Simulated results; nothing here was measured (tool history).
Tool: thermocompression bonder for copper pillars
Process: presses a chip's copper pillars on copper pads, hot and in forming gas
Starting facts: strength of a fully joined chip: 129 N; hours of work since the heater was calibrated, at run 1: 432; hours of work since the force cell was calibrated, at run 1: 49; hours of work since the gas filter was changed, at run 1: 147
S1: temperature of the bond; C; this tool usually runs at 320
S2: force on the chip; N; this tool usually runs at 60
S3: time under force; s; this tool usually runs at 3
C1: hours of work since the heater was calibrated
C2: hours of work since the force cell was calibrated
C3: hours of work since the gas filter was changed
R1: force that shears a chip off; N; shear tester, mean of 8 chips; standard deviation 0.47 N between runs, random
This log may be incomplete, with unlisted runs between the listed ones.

| run | day | S1 | S2 | S3 | C1 | C2 | C3 | R1 |
|---|---|---|---|---|---|---|---|---|
| 1 | 0.000 | 320 | 60 | 3 | 432 | 49 | 147 | 55.4 |
| 2 | 0.942 | 320 | 60 | 3 | 446 | 64 | 161 | 54.3 |
| 3 | 1.767 | 320 | 60 | 4 | 458 | 76 | 173 | 61.7 |
| 4 | 2.867 | 320 | 60 | 3 | 475 | 92 | 190 | 54.4 |
| 5 | 4.083 | 320 | 60 | 3 | 493 | 111 | 208 | 54.7 |
| 6 | 4.912 | 320 | 60 | 3 | 506 | 123 | 220 | 54.5 |
| 7 | 6.308 | 320 | 60 | 3 | 527 | 144 | 241 | 55.0 |
| 8 | 7.429 | 320 | 60 | 3 | 543 | 161 | 258 | 55.4 |
| 9 | 8.979 | 320 | 60 | 3 | 567 | 184 | 281 | 55.1 |
| 10 | 9.942 | 324 | 60 | 3 | 581 | 199 | 296 | 57.1 |
| 11 | 11.321 | 314 | 72 | 4 | 602 | 220 | 317 | 67.0 |
| 12 | 12.850 | 314 | 59 | 8 | 625 | 243 | 340 | 72.2 |
| 13 | 13.604 | 314 | 59 | 8 | 636 | 254 | 351 | 71.2 |
|  | 13.962 | forming gas filter changed |
| 14 | 14.546 | 341 | 60 | 3 | 650 | 268 | 9 | 68.7 |
| 15 | 15.988 | 338 | 60 | 2 | 672 | 289 | 30 | 57.6 |
| 16 | 17.471 | 291 | 45 | 8 | 694 | 312 | 53 | 41.7 |
| 17 | 18.179 | 291 | 45 | 8 | 705 | 322 | 63 | 41.4 |
| 18 | 18.892 | 320 | 48 | 4 | 715 | 333 | 74 | 48.2 |
| 19 | 20.508 | 347 | 43 | 2 | 740 | 357 | 98 | 44.2 |

For each entry between runs, how does the tool's hidden state at the last listed run before it compare with that at the first listed run after it?
Run 13 -> run 14: forming gas filter changed (day 13.962)
  oxide that the forming gas leaves, % of the face: 0.77 -> 0.51
